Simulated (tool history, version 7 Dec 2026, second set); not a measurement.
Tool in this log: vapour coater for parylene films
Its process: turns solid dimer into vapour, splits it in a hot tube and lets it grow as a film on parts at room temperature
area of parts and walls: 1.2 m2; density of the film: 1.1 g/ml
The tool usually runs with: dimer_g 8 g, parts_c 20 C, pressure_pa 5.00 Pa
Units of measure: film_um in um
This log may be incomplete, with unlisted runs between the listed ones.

run	hour	dimer_g	parts_c	pressure_pa	film_um
1	0.0	8	20	5.00	4.18
2	22.8	8	20	5.00	4.12
3	55.5	8	20	5.00	4.14
4	90.0	8	17	5.00	4.57
5	105.7	8	17	5.00	4.61
6	125.1	8	17	5.00	4.53
7	160.9	12	20	5.00	5.98
# hour 202.0: trap's valve overhauled
8	202.0	8	20	5.00	4.49
9	239.1	8	20	5.00	4.45
10	273.1	8	20	5.00	4.41
11	290.9	8	20	5.00	4.44
12	322.1	8	20	5.00	4.35
13	359.7	10	28	11.68	3.21
14	383.8	10	28	11.68	3.17
15	417.0	9	20	9.55	4.15
16	451.9	9	24	9.55	3.43
17	471.6	9	24	9.55	3.44
18	508.6	5	20	9.54	2.23
19	544.7	8	14	9.54	4.41
20	572.8	7	20	7.22	3.28
21	595.5	4	20	5.01	2.06
22	624.7	10	13	3.48	6.62
23	652.0	7	13	2.59	4.63

Alternative continuations, all from the tool just after run 23; predict every row:
A	689.1	10	13	2.59	?
B	689.1	13	20	4.66	?
C	689.1	4	26	3.50	?
D	689.1	7	17	2.20	?

run	film_um
A	6.53
B	6.50
C	1.70
D	4.63
Without the tool's hidden state the same runs would have given:
run	film_um
A	7.41
B	7.45
C	1.95
D	5.25

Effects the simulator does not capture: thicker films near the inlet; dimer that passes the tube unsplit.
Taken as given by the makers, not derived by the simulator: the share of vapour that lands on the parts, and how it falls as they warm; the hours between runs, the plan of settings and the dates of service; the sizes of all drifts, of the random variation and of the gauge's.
